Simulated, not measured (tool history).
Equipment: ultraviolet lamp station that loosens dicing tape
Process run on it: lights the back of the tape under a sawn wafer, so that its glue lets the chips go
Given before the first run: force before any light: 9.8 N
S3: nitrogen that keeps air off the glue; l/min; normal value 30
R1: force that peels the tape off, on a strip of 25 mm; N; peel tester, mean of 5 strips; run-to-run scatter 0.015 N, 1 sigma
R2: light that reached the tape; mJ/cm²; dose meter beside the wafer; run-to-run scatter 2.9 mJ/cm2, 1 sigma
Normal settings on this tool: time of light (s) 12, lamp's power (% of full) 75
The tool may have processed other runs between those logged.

Run 1, day 0: usual settings. Result: R1 0.72 N, R2 421 mJ/cm².
Run 2, day 1.367: usual settings. Result: R1 0.742 N, R2 413 mJ/cm².
Run 3, day 2.583: usual settings. Result: R1 0.703 N, R2 413 mJ/cm².
Run 4, day 3.904: usual settings. Result: R1 0.739 N, R2 416 mJ/cm².
Run 5, day 5.854: usual settings. Result: R1 0.76 N, R2 412 mJ/cm².
Run 6, day 8.138: usual settings. Result: R1 0.707 N, R2 417 mJ/cm².
Run 7, day 9.3: usual settings. Result: R1 0.737 N, R2 417 mJ/cm².
Run 8, day 11.358: usual settings. Result: R1 0.726 N, R2 420 mJ/cm².
Run 9, day 12.525: usual settings. Result: R1 0.711 N, R2 417 mJ/cm².
Run 10, day 13.721: usual settings. Result: R1 0.721 N, R2 413 mJ/cm².
Run 11, day 15.417: usual settings. Result: R1 0.713 N, R2 417 mJ/cm².
Run 12, day 17.829: usual settings. Result: R1 0.698 N, R2 411 mJ/cm².
Run 13, day 19.838: usual settings. Result: R1 0.728 N, R2 419 mJ/cm².
Run 14, day 21.521: usual settings. Result: R1 0.711 N, R2 415 mJ/cm².
Run 15, day 23.7: usual settings but S3 33 l/min. Result: R1 0.671 N, R2 415 mJ/cm².
Run 16, day 25.842: usual settings but S3 33 l/min. Result: R1 0.651 N, R2 417 mJ/cm².
Run 17, day 27.3: usual settings. Result: R1 0.746 N, R2 417 mJ/cm².
Run 18, day 29.538: usual settings. Result: R1 0.72 N, R2 417 mJ/cm².
Run 19, day 30.754: usual settings. Result: R1 0.709 N, R2 410 mJ/cm².
Run 20, day 33.167: usual settings. Result: R1 0.731 N, R2 420 mJ/cm².
Run 21, day 34.554: usual settings but lamp's power (% of full) 67. Result: R1 0.931 N, R2 371 mJ/cm².
Run 22, day 36.496: usual settings but lamp's power (% of full) 67. Result: R1 0.937 N, R2 376 mJ/cm².
Run 23, day 38.471: usual settings but time of light (s) 10, lamp's power (% of full) 82, S3 19 l/min. Result: R1 1.261 N, R2 381 mJ/cm².
Run 24, day 40.604: usual settings but lamp's power (% of full) 64, S3 54 l/min. Result: R1 0.661 N, R2 356 mJ/cm².
Run 25, day 43.2: usual settings but time of light (s) 17, lamp's power (% of full) 71, S3 10 l/min. Result: R1 1.004 N, R2 556 mJ/cm².
Run 26, day 44.371: usual settings but time of light (s) 16, lamp's power (% of full) 67, S3 26 l/min. Result: R1 0.557 N, R2 498 mJ/cm².
Run 27, day 46.954: usual settings but time of light (s) 7, lamp's power (% of full) 83, S3 9 l/min. Result: R1 3.237 N, R2 269 mJ/cm².
Run 28, day 49.192: usual settings but time of light (s) 7, lamp's power (% of full) 83, S3 9 l/min. Result: R1 3.284 N, R2 269 mJ/cm².
Run 29, day 50.579: usual settings but time of light (s) 13, lamp's power (% of full) 98, S3 21 l/min. Result: R1 0.464 N, R2 591 mJ/cm².
Run 30, day 52.146: usual settings but lamp's power (% of full) 86, S3 29 l/min. Result: R1 0.571 N, R2 480 mJ/cm².
Run 31, day 53.379: usual settings but time of light (s) 13, lamp's power (% of full) 81. Result: R1 0.51 N, R2 484 mJ/cm².
Run 32, day 55.658: usual settings but time of light (s) 13, lamp's power (% of full) 81. Result: R1 0.526 N, R2 491 mJ/cm².
Run 33, day 57.946: usual settings but lamp's power (% of full) 97. Result: R1 0.43 N, R2 547 mJ/cm².
Run 34, day 60.008: usual settings but lamp's power (% of full) 97. Result: R1 0.437 N, R2 536 mJ/cm².
Run 35, day 61.542: usual settings but lamp's power (% of full) 97. Result: R1 0.411 N, R2 542 mJ/cm².
Run 36, day 64.254: usual settings but lamp's power (% of full) 97, S3 10 l/min. Result: R1 1.066 N, R2 537 mJ/cm².
Run 37, day 66.296: usual settings but lamp's power (% of full) 97, S3 10 l/min. Result: R1 1.094 N, R2 536 mJ/cm².
Run 38, day 68.442: usual settings but time of light (s) 9, lamp's power (% of full) 89, S3 34 l/min. Result: R1 0.846 N, R2 372 mJ/cm².
Run 39, day 70.804: usual settings but time of light (s) 9, lamp's power (% of full) 90, S3 34 l/min. Result: R1 0.798 N, R2 375 mJ/cm².
Run 40, day 72.062: usual settings but time of light (s) 7, lamp's power (% of full) 84, S3 9 l/min. Result: R1 3.221 N, R2 273 mJ/cm².
Run 41, day 74.679: usual settings but time of light (s) 11, lamp's power (% of full) 79. Result: R1 0.816 N, R2 404 mJ/cm².
Run 42, day 75.871: usual settings but time of light (s) 7, lamp's power (% of full) 69, S3 20 l/min. Result: R1 2.776 N, R2 227 mJ/cm².
Run 43, day 77.217: usual settings but time of light (s) 15, lamp's power (% of full) 99, S3 50 l/min. Result: R1 0.214 N, R2 689 mJ/cm².

Missing from the log above: 3 entries noted between runs. For each, name the pair of listed runs it sits between and say how the tool's hidden condition differs from the listed run just before to the listed run just after:
Logged between run 8 and run 9: window cleaned of glue's vapour (day 12.017)
  light that the window lets through, % of a clean one's: 99.9 -> 100
Logged between run 21 and run 22: lamp changed (day 35.404)
  lamp's light, % of a new lamp's: 99.7 -> 100
Logged between run 29 and run 30: window cleaned of glue's vapour (day 51.675)
  light that the window lets through, % of a clean one's: 99.9 -> 100
